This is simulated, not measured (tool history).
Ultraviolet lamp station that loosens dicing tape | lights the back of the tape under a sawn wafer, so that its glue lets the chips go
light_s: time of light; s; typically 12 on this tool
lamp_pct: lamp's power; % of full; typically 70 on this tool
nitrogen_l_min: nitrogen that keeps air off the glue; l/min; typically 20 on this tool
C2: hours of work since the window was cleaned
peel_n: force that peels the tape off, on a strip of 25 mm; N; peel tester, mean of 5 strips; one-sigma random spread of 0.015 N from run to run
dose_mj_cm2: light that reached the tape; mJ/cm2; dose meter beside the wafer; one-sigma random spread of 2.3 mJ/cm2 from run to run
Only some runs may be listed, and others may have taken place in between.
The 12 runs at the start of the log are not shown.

run 13 hour=158.7 | light_s=12 lamp_pct=70 nitrogen_l_min=9 | hours_of_work_of_the_lamp=144 C2=157 | peel_n=1.003 dose_mj_cm2=238
run 14 hour=166.0 | light_s=12 lamp_pct=70 nitrogen_l_min=9 | hours_of_work_of_the_lamp=147 C2=160 | peel_n=1.044 dose_mj_cm2=241
run 15 hour=180.8 | light_s=12 lamp_pct=70 nitrogen_l_min=20 | hours_of_work_of_the_lamp=153 C2=166 | peel_n=0.721 dose_mj_cm2=236
run 16 hour=194.6 | light_s=12 lamp_pct=70 nitrogen_l_min=20 | hours_of_work_of_the_lamp=159 C2=172 | peel_n=0.737 dose_mj_cm2=237
run 17 hour=204.7 | light_s=12 lamp_pct=70 nitrogen_l_min=20 | hours_of_work_of_the_lamp=163 C2=176 | peel_n=0.706 dose_mj_cm2=238
run 18 hour=216.7 | light_s=12 lamp_pct=70 nitrogen_l_min=20 | hours_of_work_of_the_lamp=168 C2=181 | peel_n=0.707 dose_mj_cm2=243
run 19 hour=229.6 | light_s=12 lamp_pct=83 nitrogen_l_min=12 | hours_of_work_of_the_lamp=173 C2=186 | peel_n=0.718 dose_mj_cm2=279
run 20 hour=244.1 | light_s=6 lamp_pct=83 nitrogen_l_min=12 | hours_of_work_of_the_lamp=179 C2=192 | peel_n=1.739 dose_mj_cm2=137
run 21 hour=259.6 | light_s=10 lamp_pct=70 nitrogen_l_min=11 | hours_of_work_of_the_lamp=186 C2=199 | peel_n=1.170 dose_mj_cm2=197
run 22 hour=275.9 | light_s=21 lamp_pct=66 nitrogen_l_min=20 | hours_of_work_of_the_lamp=192 C2=206 | peel_n=0.326 dose_mj_cm2=394
run 23 hour=287.2 | light_s=17 lamp_pct=66 nitrogen_l_min=20 | hours_of_work_of_the_lamp=197 C2=210 | peel_n=0.456 dose_mj_cm2=319
run 24 hour=297.4 | light_s=17 lamp_pct=66 nitrogen_l_min=20 | hours_of_work_of_the_lamp=201 C2=214 | peel_n=0.460 dose_mj_cm2=316
run 25 hour=305.3 | light_s=8 lamp_pct=70 nitrogen_l_min=20 | hours_of_work_of_the_lamp=205 C2=218 | peel_n=1.313 dose_mj_cm2=156
run 26 hour=315.1 | light_s=8 lamp_pct=70 nitrogen_l_min=20 | hours_of_work_of_the_lamp=209 C2=222 | peel_n=1.248 dose_mj_cm2=158
run 27 hour=327.0 | light_s=8 lamp_pct=70 nitrogen_l_min=20 | hours_of_work_of_the_lamp=214 C2=227 | peel_n=1.276 dose_mj_cm2=156
run 28 hour=333.8 | light_s=8 lamp_pct=70 nitrogen_l_min=20 | hours_of_work_of_the_lamp=216 C2=230 | peel_n=1.268 dose_mj_cm2=158
run 29 hour=347.4 | light_s=8 lamp_pct=70 nitrogen_l_min=20 | hours_of_work_of_the_lamp=222 C2=235 | peel_n=1.245 dose_mj_cm2=155
run 30 hour=362.2 | light_s=8 lamp_pct=71 nitrogen_l_min=8 | hours_of_work_of_the_lamp=228 C2=241 | peel_n=1.718 dose_mj_cm2=161
run 31 hour=371.1 | light_s=15 lamp_pct=85 nitrogen_l_min=8 | hours_of_work_of_the_lamp=232 C2=245 | peel_n=0.570 dose_mj_cm2=364
run 32 hour=382.4 | light_s=21 lamp_pct=76 nitrogen_l_min=10 | hours_of_work_of_the_lamp=237 C2=250 | peel_n=0.374 dose_mj_cm2=447
run 33 hour=391.5 | light_s=14 lamp_pct=82 nitrogen_l_min=7 | hours_of_work_of_the_lamp=240 C2=254 | peel_n=0.772 dose_mj_cm2=324
run 34 hour=401.1 | light_s=14 lamp_pct=62 nitrogen_l_min=30 | hours_of_work_of_the_lamp=244 C2=258 | peel_n=0.601 dose_mj_cm2=247
run 35 hour=416.0 | light_s=12 lamp_pct=84 nitrogen_l_min=20 | hours_of_work_of_the_lamp=251 C2=264 | peel_n=0.539 dose_mj_cm2=282
run 36 hour=430.4 | light_s=12 lamp_pct=84 nitrogen_l_min=20 | hours_of_work_of_the_lamp=257 C2=270 | peel_n=0.550 dose_mj_cm2=287

Branching from run 36: 5 alternative next runs. What would each branch give?
run A hour=444.7 | light_s=8 lamp_pct=60 nitrogen_l_min=6 | hours_of_work_of_the_lamp=262 C2=276 | peel_n=? dose_mj_cm2=?
run B hour=444.7 | light_s=12 lamp_pct=81 nitrogen_l_min=9 | hours_of_work_of_the_lamp=262 C2=276 | peel_n=? dose_mj_cm2=?
run C hour=444.7 | light_s=13 lamp_pct=80 nitrogen_l_min=19 | hours_of_work_of_the_lamp=262 C2=276 | peel_n=? dose_mj_cm2=?
run D hour=444.7 | light_s=12 lamp_pct=70 nitrogen_l_min=18 | hours_of_work_of_the_lamp=262 C2=276 | peel_n=? dose_mj_cm2=?
run E hour=444.7 | light_s=12 lamp_pct=91 nitrogen_l_min=9 | hours_of_work_of_the_lamp=262 C2=276 | peel_n=? dose_mj_cm2=?

run=A peel_n=2.253 dose_mj_cm2=136
run=B peel_n=0.824 dose_mj_cm2=272
run=C peel_n=0.522 dose_mj_cm2=297
run=D peel_n=0.766 dose_mj_cm2=237
run=E peel_n=0.684 dose_mj_cm2=309
Had the tool no hidden state, the same runs would have come out as:
run=A peel_n=2.251 dose_mj_cm2=136
run=B peel_n=0.823 dose_mj_cm2=273
run=C peel_n=0.521 dose_mj_cm2=297
run=D peel_n=0.765 dose_mj_cm2=238
run=E peel_n=0.682 dose_mj_cm2=309
